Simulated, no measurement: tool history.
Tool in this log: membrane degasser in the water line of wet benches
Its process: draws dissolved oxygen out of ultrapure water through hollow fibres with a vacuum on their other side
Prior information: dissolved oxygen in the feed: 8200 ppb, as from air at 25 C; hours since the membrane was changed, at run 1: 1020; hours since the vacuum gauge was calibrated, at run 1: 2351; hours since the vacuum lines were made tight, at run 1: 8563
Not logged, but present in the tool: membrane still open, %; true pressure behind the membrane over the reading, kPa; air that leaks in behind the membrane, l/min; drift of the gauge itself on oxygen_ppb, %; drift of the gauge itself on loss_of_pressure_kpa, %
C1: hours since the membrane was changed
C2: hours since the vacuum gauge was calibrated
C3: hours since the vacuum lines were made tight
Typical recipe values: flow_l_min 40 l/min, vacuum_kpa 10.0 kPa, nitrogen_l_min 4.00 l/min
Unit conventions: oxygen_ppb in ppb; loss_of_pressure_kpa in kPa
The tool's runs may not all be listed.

Run 1, hour 0.0: usual settings; C1 1020; C2 2351; C3 8563. Result: oxygen_ppb 248.4 ppb, loss_of_pressure_kpa 40.72 kPa.
Run 2, hour 71.7: usual settings but vacuum_kpa 14.7 kPa; C1 1092; C2 2423; C3 8635. Result: oxygen_ppb 349.4 ppb, loss_of_pressure_kpa 40.81 kPa.
Run 3, hour 132.2: usual settings but vacuum_kpa 14.7 kPa; C1 1152; C2 2483; C3 8695. Result: oxygen_ppb 351.4 ppb, loss_of_pressure_kpa 40.92 kPa.
Run 4, hour 222.0: usual settings but nitrogen_l_min 6.53 l/min; C1 1242; C2 2573; C3 8785. Result: oxygen_ppb 190.7 ppb, loss_of_pressure_kpa 41.13 kPa.
Run 5, hour 293.2: usual settings but nitrogen_l_min 6.53 l/min; C1 1313; C2 2644; C3 8856. Result: oxygen_ppb 186.6 ppb, loss_of_pressure_kpa 40.98 kPa.
Run 6, hour 393.2: usual settings but flow_l_min 41 l/min; C1 1413; C2 2744; C3 8956. Result: oxygen_ppb 261.3 ppb, loss_of_pressure_kpa 41.95 kPa.
Run 7, hour 440.2: usual settings but flow_l_min 41 l/min; C1 1460; C2 2791; C3 9003. Result: oxygen_ppb 255.2 ppb, loss_of_pressure_kpa 41.62 kPa.
Run 8, hour 535.9: usual settings but flow_l_min 41 l/min; C1 1556; C2 2887; C3 9099. Result: oxygen_ppb 259.3 ppb, loss_of_pressure_kpa 42.26 kPa.
Run 9, hour 609.9: usual settings but nitrogen_l_min 4.55 l/min; C1 1630; C2 2961; C3 9173. Result: oxygen_ppb 230.9 ppb, loss_of_pressure_kpa 41.13 kPa.
Run 10, hour 686.7: usual settings but nitrogen_l_min 2.85 l/min; C1 1707; C2 3038; C3 9250. Result: oxygen_ppb 303.1 ppb, loss_of_pressure_kpa 41.13 kPa.
Run 11, hour 738.2: usual settings but nitrogen_l_min 2.85 l/min; C1 1758; C2 3089; C3 9301. Result: oxygen_ppb 308.0 ppb, loss_of_pressure_kpa 41.00 kPa.
Run 12, hour 836.4: usual settings but nitrogen_l_min 2.85 l/min; C1 1857; C2 3188; C3 9400. Result: oxygen_ppb 301.6 ppb, loss_of_pressure_kpa 40.94 kPa.
Run 13, hour 886.9: usual settings but vacuum_kpa 22.1 kPa; C1 1907; C2 3238; C3 9450. Result: oxygen_ppb 513.0 ppb, loss_of_pressure_kpa 40.73 kPa.
Run 14, hour 990.0: usual settings but nitrogen_l_min 4.86 l/min; C1 2010; C2 3341; C3 9553. Result: oxygen_ppb 219.4 ppb, loss_of_pressure_kpa 40.95 kPa.
Run 15, hour 1088.5: usual settings; C1 2109; C2 3440; C3 9652. Result: oxygen_ppb 245.2 ppb, loss_of_pressure_kpa 41.02 kPa.
Run 16, hour 1146.4: usual settings; C1 2167; C2 3498; C3 9710. Result: oxygen_ppb 244.9 ppb, loss_of_pressure_kpa 41.11 kPa.
Run 17, hour 1230.2: usual settings but vacuum_kpa 22.1 kPa, nitrogen_l_min 3.48 l/min; C1 2250; C2 3581; C3 9793. Result: oxygen_ppb 563.3 ppb, loss_of_pressure_kpa 40.82 kPa.
Run 18, hour 1335.2: usual settings but flow_l_min 51 l/min, vacuum_kpa 13.2 kPa, nitrogen_l_min 3.09 l/min; C1 2355; C2 3686; C3 9898. Result: oxygen_ppb 526.2 ppb, loss_of_pressure_kpa 52.12 kPa.

The next listed run, before its measurement:
Run 19, hour 1422.9: usual settings but flow_l_min 36 l/min, vacuum_kpa 11.0 kPa, nitrogen_l_min 8.87 l/min; C1 2443; C2 3774; C3 9986. Result: oxygen_ppb ?, loss_of_pressure_kpa ?.

oxygen_ppb: 143.8 ppb
loss_of_pressure_kpa: 36.69 kPa
Without the tool's hidden state the same run would have given oxygen_ppb 143.7 ppb, loss_of_pressure_kpa 36.68 kPa.

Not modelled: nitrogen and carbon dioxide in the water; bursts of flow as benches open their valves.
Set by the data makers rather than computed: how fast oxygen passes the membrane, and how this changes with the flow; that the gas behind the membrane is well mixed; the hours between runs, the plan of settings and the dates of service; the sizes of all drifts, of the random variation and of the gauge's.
